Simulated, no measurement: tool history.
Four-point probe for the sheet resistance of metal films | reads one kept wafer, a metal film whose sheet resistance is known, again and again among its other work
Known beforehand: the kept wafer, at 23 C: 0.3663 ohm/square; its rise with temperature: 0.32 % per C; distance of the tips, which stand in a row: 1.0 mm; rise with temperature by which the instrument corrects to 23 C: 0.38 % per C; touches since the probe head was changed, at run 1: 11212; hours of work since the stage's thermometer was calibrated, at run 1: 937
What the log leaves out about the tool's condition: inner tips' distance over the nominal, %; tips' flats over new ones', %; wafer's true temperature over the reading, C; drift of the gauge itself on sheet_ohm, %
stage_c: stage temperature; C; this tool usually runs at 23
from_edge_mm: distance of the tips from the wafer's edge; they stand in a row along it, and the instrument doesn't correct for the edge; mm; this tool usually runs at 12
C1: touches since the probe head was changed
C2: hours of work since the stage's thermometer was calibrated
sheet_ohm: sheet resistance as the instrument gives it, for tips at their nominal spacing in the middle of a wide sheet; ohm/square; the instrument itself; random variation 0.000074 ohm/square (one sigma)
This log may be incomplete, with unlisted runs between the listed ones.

run 1 hour=0.0 | stage_c=23 from_edge_mm=12 | C1=11212 C2=937 | sheet_ohm=0.366698
run 2 hour=22.6 | stage_c=23 from_edge_mm=12 | C1=11710 C2=947 | sheet_ohm=0.366695
run 3 hour=35.7 | stage_c=23 from_edge_mm=12 | C1=11998 C2=953 | sheet_ohm=0.366500
run 4 hour=61.8 | stage_c=23 from_edge_mm=13 | C1=12572 C2=965 | sheet_ohm=0.366435
run 5 hour=90.0 | stage_c=20 from_edge_mm=12 | C1=13192 C2=977 | sheet_ohm=0.367137
run 6 hour=106.5 | stage_c=20 from_edge_mm=12 | C1=13555 C2=984 | sheet_ohm=0.367329
run 7 hour=130.8 | stage_c=23 from_edge_mm=12 | C1=14090 C2=995 | sheet_ohm=0.366481
run 8 hour=146.0 | stage_c=23 from_edge_mm=12 | C1=14424 C2=1002 | sheet_ohm=0.366458
run 9 hour=168.8 | stage_c=27 from_edge_mm=12 | C1=14927 C2=1012 | sheet_ohm=0.365513
run 10 hour=184.6 | stage_c=29 from_edge_mm=12 | C1=15274 C2=1019 | sheet_ohm=0.365262
run 11 hour=203.0 | stage_c=23 from_edge_mm=12 | C1=15680 C2=1027 | sheet_ohm=0.366390
run 12 hour=225.8 | stage_c=23 from_edge_mm=12 | C1=16181 C2=1037 | sheet_ohm=0.366415
run 13 hour=248.7 | stage_c=23 from_edge_mm=12 | C1=16684 C2=1047 | sheet_ohm=0.366392
run 14 hour=270.3 | stage_c=23 from_edge_mm=12 | C1=17161 C2=1056 | sheet_ohm=0.366473
run 15 hour=292.5 | stage_c=23 from_edge_mm=12 | C1=17650 C2=1066 | sheet_ohm=0.366325
-- hour=295.0 stage's thermometer calibrated
run 16 hour=321.6 | stage_c=23 from_edge_mm=12 | C1=18279 C2=12 | sheet_ohm=0.366300
run 17 hour=350.9 | stage_c=25 from_edge_mm=12 | C1=18924 C2=25 | sheet_ohm=0.365769
-- hour=371.5 stage's thermometer calibrated, once more
run 18 hour=373.0 | stage_c=18 from_edge_mm=12 | C1=19397 C2=1 | sheet_ohm=0.367821
run 19 hour=400.1 | stage_c=18 from_edge_mm=12 | C1=19995 C2=13 | sheet_ohm=0.367637
run 20 hour=417.3 | stage_c=18 from_edge_mm=12 | C1=20373 C2=20 | sheet_ohm=0.367638
run 21 hour=444.2 | stage_c=29 from_edge_mm=21 | C1=20966 C2=32 | sheet_ohm=0.364482
run 22 hour=461.3 | stage_c=26 from_edge_mm=12 | C1=21342 C2=39 | sheet_ohm=0.365906
run 23 hour=482.1 | stage_c=19 from_edge_mm=13 | C1=21800 C2=49 | sheet_ohm=0.367307
run 24 hour=495.1 | stage_c=24 from_edge_mm=4 | C1=22085 C2=54 | sheet_ohm=0.377000
run 25 hour=514.6 | stage_c=33 from_edge_mm=31 | C1=22514 C2=63 | sheet_ohm=0.363536
run 26 hour=540.0 | stage_c=30 from_edge_mm=6 | C1=23074 C2=74 | sheet_ohm=0.369142
run 27 hour=554.2 | stage_c=22 from_edge_mm=43 | C1=23386 C2=80 | sheet_ohm=0.365587
run 28 hour=584.0 | stage_c=32 from_edge_mm=4 | C1=24042 C2=93 | sheet_ohm=0.375182
run 29 hour=609.7 | stage_c=32 from_edge_mm=4 | C1=24609 C2=105 | sheet_ohm=0.375181
run 30 hour=629.2 | stage_c=34 from_edge_mm=3 | C1=25036 C2=113 | sheet_ohm=0.383361
run 31 hour=654.3 | stage_c=34 from_edge_mm=3 | C1=25590 C2=124 | sheet_ohm=0.383245
run 32 hour=671.6 | stage_c=26 from_edge_mm=57 | C1=25970 C2=132 | sheet_ohm=0.364579
run 33 hour=701.3 | stage_c=25 from_edge_mm=38 | C1=26624 C2=145 | sheet_ohm=0.364806
run 34 hour=721.4 | stage_c=25 from_edge_mm=38 | C1=27066 C2=154 | sheet_ohm=0.364841
run 35 hour=735.5 | stage_c=35 from_edge_mm=13 | C1=27376 C2=160 | sheet_ohm=0.363898
run 36 hour=761.3 | stage_c=35 from_edge_mm=13 | C1=27944 C2=171 | sheet_ohm=0.363788
run 37 hour=791.7 | stage_c=35 from_edge_mm=13 | C1=28612 C2=185 | sheet_ohm=0.363756

Predict each of these 5 candidate next runs independently; none follows another, all start after run 37:
run A hour=810.3 | stage_c=25 from_edge_mm=30 | C1=29023 C2=193 | sheet_ohm=?
run B hour=810.3 | stage_c=20 from_edge_mm=9 | C1=29023 C2=193 | sheet_ohm=?
run C hour=810.3 | stage_c=19 from_edge_mm=13 | C1=29023 C2=193 | sheet_ohm=?
run D hour=810.3 | stage_c=28 from_edge_mm=13 | C1=29023 C2=193 | sheet_ohm=?
run E hour=810.3 | stage_c=35 from_edge_mm=64 | C1=29023 C2=193 | sheet_ohm=?

run=A sheet_ohm=0.364896
run=B sheet_ohm=0.368123
run=C sheet_ohm=0.367173
run=D sheet_ohm=0.365166
run=E sheet_ohm=0.362666
With no hidden state in the tool, these same runs would have given:
run=A sheet_ohm=0.366141
run=B sheet_ohm=0.369379
run=C sheet_ohm=0.368426
run=D sheet_ohm=0.366411
run=E sheet_ohm=0.363902
